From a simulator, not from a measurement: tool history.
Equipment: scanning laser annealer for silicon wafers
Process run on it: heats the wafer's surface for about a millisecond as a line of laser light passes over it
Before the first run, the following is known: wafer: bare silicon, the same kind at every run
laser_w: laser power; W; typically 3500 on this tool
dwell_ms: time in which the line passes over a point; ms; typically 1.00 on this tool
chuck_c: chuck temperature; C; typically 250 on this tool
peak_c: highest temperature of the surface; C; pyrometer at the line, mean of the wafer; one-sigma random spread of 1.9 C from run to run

{"run": 1, "day": 0.0, "laser_w": 3500, "dwell_ms": 1.0, "chuck_c": 250, "peak_c": 1047}
{"run": 2, "day": 0.546, "laser_w": 3500, "dwell_ms": 1.0, "chuck_c": 250, "peak_c": 1048}
{"run": 3, "day": 1.146, "laser_w": 3500, "dwell_ms": 1.0, "chuck_c": 250, "peak_c": 1048}
{"run": 4, "day": 1.592, "laser_w": 3500, "dwell_ms": 1.0, "chuck_c": 250, "peak_c": 1048}
{"run": 5, "day": 2.271, "laser_w": 3500, "dwell_ms": 1.0, "chuck_c": 250, "peak_c": 1049}
{"day": 2.633, "done": "optics aligned, line set to its width"}
{"run": 6, "day": 2.9, "laser_w": 3649, "dwell_ms": 1.0, "chuck_c": 250, "peak_c": 1088}
{"run": 7, "day": 3.492, "laser_w": 3478, "dwell_ms": 1.0, "chuck_c": 250, "peak_c": 1052}
{"run": 8, "day": 3.979, "laser_w": 3478, "dwell_ms": 1.0, "chuck_c": 250, "peak_c": 1052}
{"run": 9, "day": 4.646, "laser_w": 3478, "dwell_ms": 1.0, "chuck_c": 250, "peak_c": 1051}
{"run": 10, "day": 4.983, "laser_w": 3311, "dwell_ms": 0.82, "chuck_c": 250, "peak_c": 933}
{"run": 11, "day": 5.358, "laser_w": 3832, "dwell_ms": 0.85, "chuck_c": 278, "peak_c": 1076}
{"run": 12, "day": 5.821, "laser_w": 3611, "dwell_ms": 1.0, "chuck_c": 214, "peak_c": 1046}
{"run": 13, "day": 6.488, "laser_w": 3611, "dwell_ms": 1.0, "chuck_c": 214, "peak_c": 1044}
{"run": 14, "day": 6.862, "laser_w": 3251, "dwell_ms": 0.73, "chuck_c": 250, "peak_c": 876}
{"run": 15, "day": 7.229, "laser_w": 3477, "dwell_ms": 1.0, "chuck_c": 250, "peak_c": 1049}
{"run": 16, "day": 7.65, "laser_w": 3128, "dwell_ms": 1.22, "chuck_c": 271, "peak_c": 1087}
{"run": 17, "day": 8.246, "laser_w": 3128, "dwell_ms": 1.22, "chuck_c": 271, "peak_c": 1085}
{"run": 18, "day": 8.921, "laser_w": 3267, "dwell_ms": 0.73, "chuck_c": 235, "peak_c": 862}

3 ways to go on from here, each from the tool as it stands after run 18. What would each give?
{"run": "A", "day": 9.562, "laser_w": 3707, "dwell_ms": 1.0, "chuck_c": 252, "peak_c": "?"}
{"run": "B", "day": 9.562, "laser_w": 3295, "dwell_ms": 0.97, "chuck_c": 253, "peak_c": "?"}
{"run": "C", "day": 9.562, "laser_w": 3500, "dwell_ms": 1.0, "chuck_c": 277, "peak_c": "?"}

run=A peak_c=1098
run=B peak_c=998
run=C peak_c=1081
Had the tool no hidden state, the same runs would have come out as:
run=A peak_c=1134
run=B peak_c=1030
run=C peak_c=1114
